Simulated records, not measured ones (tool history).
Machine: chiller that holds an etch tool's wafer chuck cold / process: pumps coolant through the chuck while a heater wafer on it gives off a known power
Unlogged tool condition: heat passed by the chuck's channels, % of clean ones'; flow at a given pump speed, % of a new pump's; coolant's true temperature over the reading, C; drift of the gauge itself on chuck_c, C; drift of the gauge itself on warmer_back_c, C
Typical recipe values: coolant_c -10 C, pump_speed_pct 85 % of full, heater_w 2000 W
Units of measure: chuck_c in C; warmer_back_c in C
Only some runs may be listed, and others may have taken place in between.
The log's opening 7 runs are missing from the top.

| run | hour | coolant_c | pump_speed_pct | heater_w | hours since the coolant was changed and the channels were flushed | hours since the pump was overhauled | hours since the chiller's thermometer was calibrated | chuck_c | warmer_back_c |
|---|---|---|---|---|---|---|---|---|---|
| 8 | 258.5 | -17 | 85 | 2000 | 2673 | 995 | 845 | 4.8 | 6.49 |
| 9 | 290.7 | -17 | 85 | 2000 | 2705 | 1028 | 877 | 4.9 | 6.55 |
| 10 | 338.6 | -17 | 85 | 2000 | 2753 | 1076 | 925 | 5.2 | 6.56 |
| 11 | 366.1 | -10 | 89 | 2000 | 2780 | 1103 | 952 | 11.4 | 6.16 |
| 12 | 405.9 | -10 | 85 | 2000 | 2820 | 1143 | 992 | 11.9 | 6.58 |
| 13 | 427 | -10 | 85 | 2000 | 2841 | 1164 | 1013 | 12.2 | 6.53 |
| 14 | 474.9 | -10 | 85 | 2000 | 2889 | 1212 | 1061 | 12.1 | 6.54 |
| 15 | 501.2 | -10 | 76 | 2000 | 2915 | 1238 | 1088 | 13.9 | 7.31 |
| 16 | 538.3 | -10 | 76 | 2000 | 2952 | 1275 | 1125 | 13.7 | 7.34 |
| 17 | 573.7 | -18 | 78 | 2000 | 2988 | 1311 | 1160 | 5.5 | 7.12 |
| 18 | 605.4 | -10 | 92 | 2572 | 3020 | 1342 | 1192 | 17 | 7.78 |
| 19 | 630.3 | -7 | 65 | 1140 | 3044 | 1367 | 1217 | 8.3 | 4.92 |
| 20 | 677.6 | -7 | 65 | 1140 | 3092 | 1415 | 1264 | 8.1 | 4.89 |
| 21 | 711.3 | -7 | 65 | 1140 | 3125 | 1448 | 1298 | 8.2 | 4.92 |
| 22 | 741.8 | -10 | 89 | 2328 | 3156 | 1479 | 1328 | 15 | 7.26 |
| 23 | 770.2 | -3 | 89 | 2677 | 3184 | 1507 | 1357 | 25.8 | 8.41 |
| 24 | 792.9 | -18 | 70 | 2000 | 3207 | 1530 | 1379 | 7.3 | 8.02 |
| 25 | 840.9 | -18 | 70 | 2000 | 3255 | 1578 | 1427 | 7.5 | 8.07 |
| 26 | 893.2 | -18 | 83 | 2000 | 3307 | 1630 | 1480 | 4.8 | 6.71 |
| 27 | 939.1 | -18 | 83 | 2000 | 3353 | 1676 | 1525 | 4.8 | 6.75 |
| 28 | 967.7 | -11 | 94 | 1338 | 3382 | 1705 | 1554 | 3.1 | 3.9 |
| 29 | 1014.4 | -10 | 95 | 1139 | 3429 | 1751 | 1601 | 1.9 | 3.36 |
| 30 | 1040.3 | -10 | 67 | 1139 | 3454 | 1777 | 1627 | 5.1 | 4.77 |
| 31 | 1091.8 | -6 | 68 | 1377 | 3506 | 1829 | 1678 | 12 | 5.73 |

5 options for the next run, each taken on its own from the tool as it stands now. Forecast them:
| A | 1127.4 | -6 | 93 | 1377 | 3542 | 1864 | 1714 | ? | ? |
| B | 1127.4 | -6 | 68 | 1377 | 3542 | 1864 | 1714 | ? | ? |
| C | 1127.4 | -6 | 97 | 2066 | 3542 | 1864 | 1714 | ? | ? |
| D | 1127.4 | -3 | 64 | 1570 | 3542 | 1864 | 1714 | ? | ? |
| E | 1127.4 | -17 | 68 | 1019 | 3542 | 1864 | 1714 | ? | ? |

| run | chuck_c | warmer_back_c |
|---|---|---|
| A | 8.5 | 4.07 |
| B | 12.1 | 5.66 |
| C | 15.6 | 5.91 |
| D | 18.3 | 6.95 |
| E | -3.4 | 4.24 |
Had the tool no hidden state, the same runs would have come out as:
| run | chuck_c | warmer_back_c |
|---|---|---|
| A | 7.2 | 3.94 |
| B | 10.4 | 5.48 |
| C | 13.6 | 5.72 |
| D | 16.4 | 6.73 |
| E | -4.7 | 4.1 |
